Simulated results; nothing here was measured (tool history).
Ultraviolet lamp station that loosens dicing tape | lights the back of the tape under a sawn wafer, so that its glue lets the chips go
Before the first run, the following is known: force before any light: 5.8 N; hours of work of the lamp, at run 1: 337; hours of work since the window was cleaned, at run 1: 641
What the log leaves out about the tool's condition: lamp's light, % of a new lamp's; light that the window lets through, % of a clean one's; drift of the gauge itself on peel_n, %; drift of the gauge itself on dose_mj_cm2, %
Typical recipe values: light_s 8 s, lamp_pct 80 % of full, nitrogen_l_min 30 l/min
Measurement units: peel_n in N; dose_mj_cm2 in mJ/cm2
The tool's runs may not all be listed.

run   hour  light_s  lamp_pct  nitrogen_l_min  hours of work of the lamp  hours of work since the window was cleaned  peel_n  dose_mj_cm2
  1      0        8        80              30                        337                                         641   1.107          382
  2   76.4        8        92              30                        374                                         678   0.862          429
      86.8  -- window cleaned of glue's vapour
  3  139.4        8        70              30                        404                                          25   1.231          351
  4  191.4        8        70              30                        429                                          50   1.296          348
  5    260        8        90              30                        462                                          83   0.833          435
  6  310.3        8        66              30                        486                                         108   1.413          314
  7  364.6        5        80              30                        512                                         134   1.999          229
  8  424.6        8        80              30                        541                                         163   1.163          361
  9  497.9        8        60              24                        577                                         198    1.93          267
 10  575.2        5        86              17                        614                                         235   2.431          234
 11  613.3        4        93              56                        632                                         253   1.979          201
 12    669       12        66              16                        659                                         280   1.351          419
 13  709.2        8        74              44                        678                                         299   1.279          308
 14  776.1        8        61              30                        710                                         332   1.899          246
 15  853.6        5        77              19                        748                                         369   2.757          192
 16  887.2        5        77              19                        764                                         385   2.816          189

Alternative continuations, all from the tool just after run 16; predict every row:
  A  935.2        5        83              17                        787                                         408       ?            ?
  B  935.2        8        82              30                        787                                         408       ?            ?
  C  935.2        6        73              19                        787                                         408       ?            ?
  D  935.2       10        79              16                        787                                         408       ?            ?

run  peel_n  dose_mj_cm2
  A    2.83          201
  B   1.369          314
  C   2.615          209
  D   1.531          379
Take away the tool's hidden state, keep each run's random variation, and the runs would have read:
run  peel_n  dose_mj_cm2
  A   1.855          319
  B   0.625          499
  C   1.646          333
  D   0.726          603
